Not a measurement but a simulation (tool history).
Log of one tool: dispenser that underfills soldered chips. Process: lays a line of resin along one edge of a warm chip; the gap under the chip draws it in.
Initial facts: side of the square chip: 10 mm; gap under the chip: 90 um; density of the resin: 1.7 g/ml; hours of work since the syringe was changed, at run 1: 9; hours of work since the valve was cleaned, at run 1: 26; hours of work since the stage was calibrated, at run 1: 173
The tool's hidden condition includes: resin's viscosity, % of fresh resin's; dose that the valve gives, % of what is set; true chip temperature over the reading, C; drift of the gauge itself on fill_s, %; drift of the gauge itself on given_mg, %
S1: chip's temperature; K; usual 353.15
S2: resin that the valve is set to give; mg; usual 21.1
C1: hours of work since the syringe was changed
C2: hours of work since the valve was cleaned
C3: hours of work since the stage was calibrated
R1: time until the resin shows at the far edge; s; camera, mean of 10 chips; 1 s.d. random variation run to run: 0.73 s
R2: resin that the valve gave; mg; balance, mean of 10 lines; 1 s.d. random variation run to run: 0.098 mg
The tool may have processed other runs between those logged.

{"run": 1, "day": 0.0, "S1": 353.15, "S2": 21.1, "C1": 9, "C2": 26, "C3": 173, "R1": 124.8, "R2": 20.98}
{"day": 0.079, "done": "new syringe of resin"}
{"run": 2, "day": 0.271, "S1": 353.15, "S2": 25.8, "C1": 3, "C2": 30, "C3": 178, "R1": 83.4, "R2": 25.38}
{"run": 3, "day": 0.55, "S1": 353.15, "S2": 21.1, "C1": 8, "C2": 35, "C3": 183, "R1": 120.4, "R2": 20.81}
{"day": 0.646, "done": "new syringe of resin"}
{"run": 4, "day": 0.733, "S1": 353.15, "S2": 21.1, "C1": 2, "C2": 38, "C3": 186, "R1": 77.4, "R2": 20.51}
{"run": 5, "day": 0.917, "S1": 353.15, "S2": 21.1, "C1": 5, "C2": 41, "C3": 189, "R1": 95.7, "R2": 20.63}
{"run": 6, "day": 1.154, "S1": 353.15, "S2": 21.1, "C1": 9, "C2": 46, "C3": 193, "R1": 127.9, "R2": 20.64}
{"day": 1.212, "done": "new syringe of resin"}
{"run": 7, "day": 1.296, "S1": 354.15, "S2": 21.1, "C1": 1, "C2": 48, "C3": 195, "R1": 74.0, "R2": 20.58}
{"run": 8, "day": 1.525, "S1": 353.15, "S2": 24.3, "C1": 5, "C2": 52, "C3": 199, "R1": 98.7, "R2": 23.7}
{"day": 1.779, "done": "new syringe of resin"}
{"run": 9, "day": 1.8, "S1": 365.15, "S2": 23.5, "C1": 0, "C2": 57, "C3": 204, "R1": 45.0, "R2": 22.69}
{"run": 10, "day": 2.029, "S1": 366.15, "S2": 22.4, "C1": 4, "C2": 61, "C3": 208, "R1": 56.2, "R2": 21.61}
{"run": 11, "day": 2.283, "S1": 365.15, "S2": 26.6, "C1": 9, "C2": 65, "C3": 213, "R1": 78.0, "R2": 25.71}
{"day": 2.35, "done": "new syringe of resin"}
{"day": 2.475, "done": "dispensing valve cleaned and set on the balance"}
{"run": 12, "day": 2.538, "S1": 340.15, "S2": 18.6, "C1": 3, "C2": 1, "C3": 216, "R1": 139.9, "R2": 18.54}
{"run": 13, "day": 2.729, "S1": 352.15, "S2": 19.3, "C1": 6, "C2": 5, "C3": 220, "R1": 109.6, "R2": 19.29}
{"day": 2.954, "done": "new syringe of resin"}
{"run": 14, "day": 2.954, "S1": 352.15, "S2": 19.3, "C1": 0, "C2": 8, "C3": 223, "R1": 74.2, "R2": 19.3}
{"run": 15, "day": 3.175, "S1": 356.15, "S2": 20.0, "C1": 4, "C2": 12, "C3": 227, "R1": 81.4, "R2": 19.96}
{"run": 16, "day": 3.371, "S1": 356.15, "S2": 20.0, "C1": 7, "C2": 16, "C3": 231, "R1": 103.8, "R2": 20.02}

Branching from run 16: 4 alternative next runs. What would each branch give?
{"day": 3.517, "done": "new syringe of resin"}
{"run": "A", "day": 3.558, "S1": 353.15, "S2": 22.3, "C1": 1, "C2": 19, "C3": 234, "R1": "?", "R2": "?"}
{"day": 3.517, "done": "new syringe of resin"}
{"run": "B", "day": 3.558, "S1": 367.15, "S2": 27.1, "C1": 1, "C2": 19, "C3": 234, "R1": "?", "R2": "?"}
{"day": 3.517, "done": "new syringe of resin"}
{"run": "C", "day": 3.558, "S1": 355.15, "S2": 25.5, "C1": 1, "C2": 19, "C3": 234, "R1": "?", "R2": "?"}
{"day": 3.517, "done": "new syringe of resin"}
{"run": "D", "day": 3.558, "S1": 345.15, "S2": 25.5, "C1": 1, "C2": 19, "C3": 234, "R1": "?", "R2": "?"}

run=A R1=70.6 R2=22.09
run=B R1=42.7 R2=26.86
run=C R1=64.4 R2=25.33
run=D R1=95.7 R2=25.33
What these runs would have given with no unlogged condition in the tool:
run=A R1=64.9 R2=22.26
run=B R1=39.4 R2=27.07
run=C R1=59.4 R2=25.53
run=D R1=87.9 R2=25.52

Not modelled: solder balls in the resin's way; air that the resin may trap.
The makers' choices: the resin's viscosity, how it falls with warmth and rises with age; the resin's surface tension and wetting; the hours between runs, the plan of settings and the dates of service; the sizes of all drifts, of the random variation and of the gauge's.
